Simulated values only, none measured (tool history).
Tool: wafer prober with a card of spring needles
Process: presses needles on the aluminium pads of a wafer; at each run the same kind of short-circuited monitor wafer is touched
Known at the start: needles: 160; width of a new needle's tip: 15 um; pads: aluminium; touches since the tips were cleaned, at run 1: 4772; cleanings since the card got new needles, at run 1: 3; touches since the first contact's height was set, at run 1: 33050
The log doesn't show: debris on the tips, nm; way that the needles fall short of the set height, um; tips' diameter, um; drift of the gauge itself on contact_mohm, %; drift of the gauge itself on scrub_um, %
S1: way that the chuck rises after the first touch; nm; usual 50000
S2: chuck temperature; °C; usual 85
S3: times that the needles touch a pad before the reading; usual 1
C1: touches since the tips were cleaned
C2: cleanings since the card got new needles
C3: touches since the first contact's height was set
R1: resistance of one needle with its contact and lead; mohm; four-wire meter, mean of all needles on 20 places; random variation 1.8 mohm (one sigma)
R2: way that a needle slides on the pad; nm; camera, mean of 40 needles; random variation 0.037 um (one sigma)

Run 1, day 0: usual settings; C1 4772; C2 3; C3 33050. Result: R1 297 mohm, R2 8000 nm.
At day 0.504: tips cleaned on abrasive film.
At day 1.308: tips cleaned on abrasive film.
Run 2, day 1.967: usual settings; C1 7352; C2 5; C3 54877. Result: R1 305 mohm, R2 8020 nm.
At day 2.162: tips cleaned on abrasive film.
At day 3.033: tips cleaned on abrasive film.
At day 3.829: tips cleaned on abrasive film.
Run 3, day 3.988: usual settings; C1 1749; C2 8; C3 77268. Result: R1 237 mohm, R2 7970 nm.
At day 4.671: tips cleaned on abrasive film.
At day 5.608: tips cleaned on abrasive film.
Run 4, day 6.171: usual settings; C1 6299; C2 10; C3 101528. Result: R1 306 mohm, R2 7870 nm.
At day 6.504: tips cleaned on abrasive film.
At day 7.325: tips cleaned on abrasive film.
At day 8.171: tips cleaned on abrasive film.
Run 5, day 8.412: usual settings; C1 2663; C2 13; C3 126342. Result: R1 272 mohm, R2 7860 nm.
At day 9.008: tips cleaned on abrasive film.
At day 9.4: height of the first contact set anew.
At day 9.875: tips cleaned on abrasive film.
Run 6, day 9.875: usual settings but S1 36000 nm; C1 0; C2 15; C3 5232. Result: R1 222 mohm, R2 5830 nm.
At day 10.779: tips cleaned on abrasive film.
At day 11.654: tips cleaned on abrasive film.
Run 7, day 11.879: usual settings but S1 36000 nm; C1 2511; C2 17; C3 27461. Result: R1 334 mohm, R2 5730 nm.
At day 12.454: tips cleaned on abrasive film.
At day 13.262: tips cleaned on abrasive film.
Run 8, day 13.938: usual settings but S1 36000 nm; C1 7527; C2 19; C3 50320. Result: R1 447 mohm, R2 5710 nm.
At day 14.108: tips cleaned on abrasive film.
At day 15.008: tips cleaned on abrasive film.
Run 9, day 15.058: usual settings; C1 553; C2 21; C3 62710. Result: R1 221 mohm, R2 7920 nm.
At day 15.954: tips cleaned on abrasive film.
At day 16.775: tips cleaned on abrasive film.
Run 10, day 16.888: usual settings; C1 1269; C2 23; C3 83035. Result: R1 239 mohm, R2 7940 nm.
At day 17.675: tips cleaned on abrasive film.
At day 18.638: tips cleaned on abrasive film.
Run 11, day 18.721: usual settings but S1 59000 nm, S3 2; C1 955; C2 25; C3 103388. Result: R1 201 mohm, R2 9250 nm.
At day 19.5: tips cleaned on abrasive film.
Run 12, day 20.188: usual settings but S1 67000 nm, S2 93 °C, S3 2; C1 7676; C2 26; C3 119674. Result: R1 227 mohm, R2 10590 nm.
At day 20.375: tips cleaned on abrasive film.
At day 21.179: tips cleaned on abrasive film.
At day 21.9: height of the first contact set anew.
At day 22.1: tips cleaned on abrasive film.
Run 13, day 22.433: usual settings but S1 67000 nm, S2 93 °C, S3 2; C1 3724; C2 29; C3 5899. Result: R1 209 mohm, R2 10710 nm.
At day 22.938: tips cleaned on abrasive film.
At day 23.829: tips cleaned on abrasive film.
Run 14, day 24.117: usual settings but S1 64000 nm, S2 60 °C; C1 3227; C2 31; C3 24567. Result: R1 232 mohm, R2 10250 nm.
At day 24.646: tips cleaned on abrasive film.
At day 25.521: tips cleaned on abrasive film.
Run 15, day 25.742: usual settings but S2 49 °C, S3 3; C1 2469; C2 33; C3 42604. Result: R1 204 mohm, R2 7990 nm.
At day 26.429: tips cleaned on abrasive film.
At day 27.246: tips cleaned on abrasive film.
Run 16, day 27.342: usual settings but S2 113 °C, S3 3; C1 1087; C2 35; C3 60332. Result: R1 208 mohm, R2 7960 nm.
At day 28.079: tips cleaned on abrasive film.
At day 28.958: tips cleaned on abrasive film.
Run 17, day 29.233: usual settings but S1 48000 nm; C1 3071; C2 37; C3 81318. Result: R1 284 mohm, R2 7550 nm.
At day 29.783: tips cleaned on abrasive film.
At day 30.579: tips cleaned on abrasive film.
At day 31.412: tips cleaned on abrasive film.
Run 18, day 31.417: usual settings but S1 46000 nm; C1 35; C2 40; C3 105514. Result: R1 197 mohm, R2 7220 nm.
At day 32.258: tips cleaned on abrasive film.
At day 33.188: tips cleaned on abrasive film.
Run 19, day 33.383: usual settings but S1 37000 nm, S2 110 °C, S3 2; C1 2179; C2 42; C3 127346. Result: R1 282 mohm, R2 5730 nm.

Forecast each of these 4 alternatives for the next run:
At day 34.038: tips cleaned on abrasive film.
At day 34.242: height of the first contact set anew.
At day 34.9: tips cleaned on abrasive film.
Run A, day 35.646: usual settings but S2 112 °C; C1 8323; C2 44; C3 15620. Result: R1 ?, R2 ?.
At day 34.038: tips cleaned on abrasive film.
At day 34.242: height of the first contact set anew.
At day 34.9: tips cleaned on abrasive film.
Run B, day 35.646: usual settings but S1 32000 nm, S2 110 °C, S3 2; C1 8323; C2 44; C3 15620. Result: R1 ?, R2 ?.
At day 34.038: tips cleaned on abrasive film.
At day 34.242: height of the first contact set anew.
At day 34.9: tips cleaned on abrasive film.
Run C, day 35.646: usual settings but S1 41000 nm, S2 33 °C, S3 2; C1 8323; C2 44; C3 15620. Result: R1 ?, R2 ?.
At day 34.038: tips cleaned on abrasive film.
At day 34.242: height of the first contact set anew.
At day 34.9: tips cleaned on abrasive film.
Run D, day 35.646: usual settings but S1 58000 nm; C1 8323; C2 44; C3 15620. Result: R1 ?, R2 ?.

run   R1    R2
  A  337  8010
  B  410  5190
  C  323  6640
  D  292  9300
Without the tool's hidden state the same runs would have given:
run   R1    R2
  A  191  8020
  B  208  5200
  C  178  6660
  D  176  9320
